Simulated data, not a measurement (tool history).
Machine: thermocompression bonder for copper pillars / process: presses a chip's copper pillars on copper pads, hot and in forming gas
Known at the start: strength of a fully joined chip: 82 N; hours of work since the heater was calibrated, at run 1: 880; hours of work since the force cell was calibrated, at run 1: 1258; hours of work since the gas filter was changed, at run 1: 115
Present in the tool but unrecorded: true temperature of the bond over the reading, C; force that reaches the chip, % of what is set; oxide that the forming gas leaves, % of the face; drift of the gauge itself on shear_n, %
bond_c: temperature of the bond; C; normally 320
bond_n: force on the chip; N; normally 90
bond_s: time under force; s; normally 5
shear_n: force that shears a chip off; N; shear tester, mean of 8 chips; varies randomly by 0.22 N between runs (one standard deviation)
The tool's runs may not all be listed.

run,day,bond_c,bond_n,bond_s,hours of work since the heater was calibrated,hours of work since the force cell was calibrated,hours of work since the gas filter was changed,shear_n
1,0.000,320,90,5,880,1258,115,51.5
# day 0.625: forming gas filter changed
2,2.288,347,90,5,907,1285,20,64.5
# day 2.533: force cell calibrated
3,4.517,347,90,5,933,24,46,62.1
4,6.350,347,90,5,955,46,68,62.1
5,8.158,320,90,4,977,68,90,46.7
6,9.258,320,90,4,990,81,103,46.6
# day 10.954: forming gas filter changed
7,10.954,320,90,4,1010,101,0,47.4
8,12.492,320,90,4,1029,120,19,47.3
9,14.250,320,90,4,1050,141,40,47.4
10,15.612,320,90,4,1067,157,56,46.9
11,17.154,320,90,4,1085,176,75,46.7
12,18.329,320,90,5,1099,190,89,50.1
13,19.525,320,90,5,1114,204,103,49.9
# day 21.142: forming gas filter changed
14,21.562,320,90,5,1138,229,5,50.9
15,23.633,320,90,5,1163,254,30,50.4
16,25.417,320,90,5,1184,275,52,50.2
17,27.358,320,90,4,1208,299,75,47.2
18,28.758,320,90,4,1225,315,92,46.5
19,30.246,320,90,3,1243,333,110,42.4
# day 31.367: forming gas filter changed
20,32.504,320,90,3,1270,360,14,43.2
21,34.608,315,66,5,1295,386,39,36.0
22,36.246,315,66,5,1315,405,59,36.2
23,38.425,315,66,5,1341,432,85,35.9
24,39.704,315,64,4,1356,447,100,31.9
# day 41.592: forming gas filter changed
25,41.950,299,57,5,1383,474,4,25.3
26,43.033,299,57,5,1396,487,17,25.3
27,45.150,299,57,5,1422,512,43,25.4
28,47.258,320,83,8,1447,538,68,54.4
29,49.379,346,90,5,1473,563,94,61.7
30,50.825,319,90,3,1490,581,111,42.3
# day 51.846: forming gas filter changed
31,51.846,320,66,10,1502,593,0,48.6
32,53.367,320,66,10,1520,611,18,48.8
33,55.071,333,121,5,1541,632,39,67.7
34,56.500,348,90,5,1558,649,56,62.7
35,57.721,348,90,5,1573,663,71,62.5
36,59.250,302,94,11,1591,682,89,54.8
37,61.167,302,94,11,1614,705,112,54.7
# day 61.983: forming gas filter changed
38,63.133,302,94,11,1638,728,14,55.7

Consider 3 possible next runs. They are alternatives, not a sequence: every one starts from the tool as it was left by run 38. What does each give?
A,65.104,305,90,5,1661,752,38,?
B,65.104,320,59,5,1661,752,38,?
C,65.104,326,125,5,1661,752,38,?

run,shear_n
A,43.4
B,34.3
C,66.1
Take away the tool's hidden state, keep each run's random variation, and the runs would have read:
run,shear_n
A,44.0
B,34.7
C,66.7
